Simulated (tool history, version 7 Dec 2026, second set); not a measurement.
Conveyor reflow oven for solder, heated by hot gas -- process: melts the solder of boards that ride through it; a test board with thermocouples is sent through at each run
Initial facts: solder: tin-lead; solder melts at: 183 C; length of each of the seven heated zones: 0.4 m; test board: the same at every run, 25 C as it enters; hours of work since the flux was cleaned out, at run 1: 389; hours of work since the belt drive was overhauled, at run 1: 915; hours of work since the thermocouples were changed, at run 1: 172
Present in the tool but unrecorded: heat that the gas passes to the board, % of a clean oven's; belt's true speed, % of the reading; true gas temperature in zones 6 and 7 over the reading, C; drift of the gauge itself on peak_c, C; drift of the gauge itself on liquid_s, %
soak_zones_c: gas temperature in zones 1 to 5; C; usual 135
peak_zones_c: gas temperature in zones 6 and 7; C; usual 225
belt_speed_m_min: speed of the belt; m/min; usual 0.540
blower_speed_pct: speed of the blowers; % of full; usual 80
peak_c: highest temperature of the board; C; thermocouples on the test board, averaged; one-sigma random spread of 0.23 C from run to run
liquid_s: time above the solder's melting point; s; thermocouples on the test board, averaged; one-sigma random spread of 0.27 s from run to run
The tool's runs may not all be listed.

run,hour,soak_zones_c,peak_zones_c,belt_speed_m_min,blower_speed_pct,hours of work since the flux was cleaned out,hours of work since the belt drive was overhauled,hours of work since the thermocouples were changed,peak_c,liquid_s
1,0.0,135,225,0.540,80,389,915,172,213.3,64.3
# hour 63.8: flux residue cleaned out of gas plates and filters
2,72.6,135,225,0.540,80,4,946,202,214.6,66.4
3,125.5,135,225,0.540,80,28,970,226,214.3,66.5
4,171.6,145,225,0.540,80,49,991,247,215.6,71.4
5,244.5,145,225,0.540,80,82,1024,280,215.3,71.5
6,302.6,135,225,0.540,80,108,1050,306,213.9,66.4
7,333.1,135,225,0.540,80,122,1064,320,214.2,65.8
8,403.7,135,220,0.540,80,153,1095,352,209.2,61.4
9,456.2,135,220,0.540,80,177,1119,376,209.1,61.0
10,527.5,135,220,0.540,80,209,1151,408,209.0,60.9
11,577.0,135,220,0.540,80,232,1174,430,208.8,60.7
# hour 589.1: belt drive overhauled, speed set with a stopwatch
12,620.1,135,225,0.616,80,249,14,448,209.5,50.8
13,666.4,135,220,0.540,80,270,35,469,208.2,58.6
14,705.8,135,220,0.540,80,288,53,487,208.1,58.1
15,765.6,125,225,0.540,80,315,80,514,210.9,57.5
16,820.3,124,220,0.644,80,340,104,538,201.4,35.5
17,867.8,137,220,0.462,80,361,126,560,211.5,75.2
18,932.3,137,231,0.501,80,390,155,589,219.0,75.7
19,966.8,137,231,0.501,80,406,171,604,219.6,75.6
# hour 991.7: flux residue cleaned out of gas plates and filters
20,1018.1,120,229,0.501,80,12,191,625,217.3,68.6
# hour 1043.9: thermocouples of zones 6 and 7 changed
21,1095.0,120,229,0.501,80,46,225,23,219.3,70.1
22,1155.0,135,225,0.540,82,73,252,50,215.3,66.7
23,1211.9,122,229,0.436,82,99,278,76,222.1,85.6
24,1279.4,135,218,0.432,77,129,309,106,211.7,82.6
25,1323.1,135,234,0.494,80,149,328,126,224.9,80.5
26,1390.5,135,234,0.494,80,179,359,156,224.8,80.4
27,1439.9,135,234,0.494,80,201,381,179,224.3,80.6
28,1476.6,135,234,0.494,80,218,398,195,224.6,80.6
29,1522.3,135,234,0.494,80,239,418,216,224.1,80.1
30,1581.1,135,219,0.493,80,265,445,243,210.0,68.6

Some steps in peak_c, run to run, broken into two amounts with sign: the step expected even without the hidden condition (settings, incoming material, random variation), and the rest, left for the hidden condition together with whatever gauge scatter is not in both the measured and the hidden-condition-free result:
Run 1 -> 2: flux residue cleaned out of gas plates and filters. peak_c +1.3 C: hidden state +1.8, all else -0.5.
Run 19 -> 20: soak_zones_c 137 -> 120, peak_zones_c 231 -> 229, flux residue cleaned out of gas plates and filters. peak_c -2.3 C: hidden state +1.7, all else -4.0.
Run 20 -> 21: thermocouples of zones 6 and 7 changed. peak_c +2.0 C: hidden state +1.6, all else +0.4.
Run 23 -> 24: soak_zones_c 122 -> 135, peak_zones_c 229 -> 218, belt_speed_m_min 0.436 -> 0.432, blower_speed_pct 82 -> 77. peak_c -10.4 C: hidden state -0.1, all else -10.3.
Run 24 -> 25: peak_zones_c 218 -> 234, belt_speed_m_min 0.432 -> 0.494, blower_speed_pct 77 -> 80. peak_c +13.2 C: hidden state -0.2, all else +13.4.
Run 29 -> 30: peak_zones_c 234 -> 219, belt_speed_m_min 0.494 -> 0.493. peak_c -14.1 C: hidden state -0.1, all else -14.0.
